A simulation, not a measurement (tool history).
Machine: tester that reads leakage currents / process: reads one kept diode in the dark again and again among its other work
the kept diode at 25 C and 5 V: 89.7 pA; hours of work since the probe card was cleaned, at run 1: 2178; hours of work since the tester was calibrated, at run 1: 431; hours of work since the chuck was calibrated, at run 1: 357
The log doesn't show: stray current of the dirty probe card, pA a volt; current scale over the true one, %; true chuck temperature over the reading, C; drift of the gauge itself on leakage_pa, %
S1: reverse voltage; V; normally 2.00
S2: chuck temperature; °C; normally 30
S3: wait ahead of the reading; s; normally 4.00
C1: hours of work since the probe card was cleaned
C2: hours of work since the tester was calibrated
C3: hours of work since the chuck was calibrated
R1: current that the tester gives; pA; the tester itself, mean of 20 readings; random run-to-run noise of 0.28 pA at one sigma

run,day,S1,S2,S3,C1,C2,C3,R1
1,0.000,2.00,30,4.00,2178,431,357,93.40
2,2.408,2.00,30,4.00,2209,462,389,93.64
3,5.362,2.00,30,4.00,2247,500,427,94.32
4,7.412,2.00,30,4.00,2274,527,454,94.41
5,8.883,2.00,30,4.00,2293,546,473,94.47
6,10.983,3.89,49,2.12,2321,574,501,460.26
7,13.596,13.39,27,0.50,2355,608,535,176.26
8,16.262,1.68,41,4.00,2390,643,570,192.58
9,18.271,2.88,46,1.67,2416,669,596,336.81
10,20.525,2.88,46,1.67,2445,698,625,337.85

What if the next run were any one of these 3? Each begins from the tool's condition after run 10:
A,23.042,1.40,46,1.67,2478,731,658,?
B,23.042,3.01,46,7.00,2478,731,658,?
C,23.042,2.88,46,4.80,2478,731,658,?

run,R1
A,253.18
B,342.88
C,338.33
What these runs would have given with no unlogged condition in the tool:
run,R1
A,242.32
B,327.62
C,323.32
